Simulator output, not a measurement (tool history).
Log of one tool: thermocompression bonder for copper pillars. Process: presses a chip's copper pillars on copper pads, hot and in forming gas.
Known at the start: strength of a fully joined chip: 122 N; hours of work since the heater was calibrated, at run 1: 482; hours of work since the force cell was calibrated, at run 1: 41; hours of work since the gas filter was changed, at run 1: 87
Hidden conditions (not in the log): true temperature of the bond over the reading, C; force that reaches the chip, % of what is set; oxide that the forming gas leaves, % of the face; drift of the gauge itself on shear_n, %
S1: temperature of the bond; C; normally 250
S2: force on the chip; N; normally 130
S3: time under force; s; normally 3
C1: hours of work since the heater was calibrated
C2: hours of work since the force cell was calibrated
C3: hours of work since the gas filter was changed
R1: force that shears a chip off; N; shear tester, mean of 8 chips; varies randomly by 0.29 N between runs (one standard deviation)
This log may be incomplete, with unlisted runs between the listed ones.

| run | hour | S1 | S2 | S3 | C1 | C2 | C3 | R1 |
|---|---|---|---|---|---|---|---|---|
| 1 | 0.0 | 250 | 130 | 3 | 482 | 41 | 87 | 86.4 |
| 2 | 10.8 | 250 | 142 | 3 | 488 | 47 | 94 | 89.3 |
| 3 | 19.2 | 250 | 142 | 3 | 493 | 52 | 99 | 89.1 |
| 4 | 29.7 | 250 | 142 | 3 | 499 | 59 | 105 | 88.1 |
| 5 | 35.3 | 250 | 142 | 3 | 503 | 62 | 108 | 88.4 |
| 6 | 45.6 | 250 | 142 | 3 | 509 | 68 | 114 | 88.5 |
| 7 | 55.6 | 250 | 130 | 3 | 515 | 74 | 120 | 85.4 |
| 8 | 60.5 | 250 | 130 | 3 | 518 | 77 | 123 | 85.8 |
| 9 | 65.5 | 268 | 130 | 3 | 521 | 80 | 126 | 98.9 |
| 10 | 74.6 | 268 | 130 | 3 | 526 | 86 | 132 | 98.4 |
| 11 | 83.7 | 268 | 130 | 3 | 532 | 91 | 137 | 97.6 |
| 12 | 93.1 | 268 | 130 | 3 | 537 | 97 | 143 | 98.9 |
| 13 | 101.2 | 268 | 130 | 3 | 542 | 101 | 148 | 98.4 |
| 14 | 111.8 | 272 | 130 | 3 | 548 | 108 | 154 | 100.3 |
| 15 | 120.5 | 255 | 130 | 3 | 554 | 113 | 159 | 88.3 |
| 16 | 125.3 | 255 | 130 | 3 | 557 | 116 | 162 | 88.8 |
|  | 130.3 | gauge calibrated |
| 17 | 134.1 | 250 | 130 | 2 | 562 | 121 | 167 | 77.6 |
| 18 | 143.8 | 250 | 130 | 2 | 568 | 127 | 173 | 77.7 |
| 19 | 149.1 | 250 | 130 | 2 | 571 | 130 | 176 | 78.1 |
| 20 | 159.3 | 252 | 98 | 8 | 577 | 136 | 183 | 99.8 |
| 21 | 171.0 | 241 | 159 | 2 | 584 | 143 | 190 | 75.8 |
| 22 | 181.2 | 227 | 104 | 2 | 590 | 149 | 196 | 52.1 |
| 23 | 188.4 | 255 | 156 | 5 | 594 | 154 | 200 | 103.0 |
| 24 | 195.5 | 250 | 96 | 3 | 599 | 158 | 204 | 77.2 |
| 25 | 205.2 | 250 | 108 | 3 | 604 | 164 | 210 | 80.4 |
| 26 | 210.8 | 262 | 117 | 8 | 608 | 167 | 213 | 108.3 |
| 27 | 222.2 | 241 | 113 | 2 | 615 | 174 | 220 | 64.9 |
| 28 | 232.2 | 274 | 87 | 3 | 621 | 180 | 226 | 91.7 |
| 29 | 239.2 | 235 | 134 | 3 | 625 | 184 | 230 | 72.8 |
| 30 | 248.8 | 235 | 134 | 3 | 631 | 190 | 236 | 73.2 |
| 31 | 260.3 | 235 | 134 | 3 | 637 | 197 | 243 | 73.1 |
| 32 | 269.3 | 238 | 130 | 2 | 643 | 202 | 248 | 66.1 |
| 33 | 278.9 | 238 | 130 | 4 | 649 | 208 | 254 | 80.7 |
| 34 | 287.0 | 238 | 130 | 4 | 653 | 213 | 259 | 80.2 |
| 35 | 298.3 | 238 | 139 | 9 | 660 | 220 | 266 | 98.1 |
| 36 | 308.5 | 238 | 139 | 9 | 666 | 226 | 272 | 97.8 |
| 37 | 317.4 | 240 | 89 | 2 | 672 | 231 | 277 | 56.5 |

Some steps in R1, run to run, broken into two amounts with sign: the step expected even without the hidden condition (settings, incoming material, random variation), and the rest, left for the hidden condition together with whatever gauge scatter is not in both the measured and the hidden-condition-free result:
Run 16 -> 17: S1 255 -> 250, S3 3 -> 2, gauge calibrated. R1 -11.2 N: hidden state +2.3, all else -13.5.
Run 22 -> 23: S1 227 -> 255, S2 104 -> 156, S3 2 -> 5. R1 +50.9 N: hidden state -0.7, all else +51.6.
Run 26 -> 27: S1 262 -> 241, S2 117 -> 113, S3 8 -> 2. R1 -43.4 N: hidden state +0.6, all else -44.0.
Run 34 -> 35: S2 130 -> 139, S3 4 -> 9. R1 +17.9 N: hidden state -0.8, all else +18.7.
Run 36 -> 37: S1 238 -> 240, S2 139 -> 89, S3 9 -> 2. R1 -41.3 N: hidden state +1.5, all else -42.8.
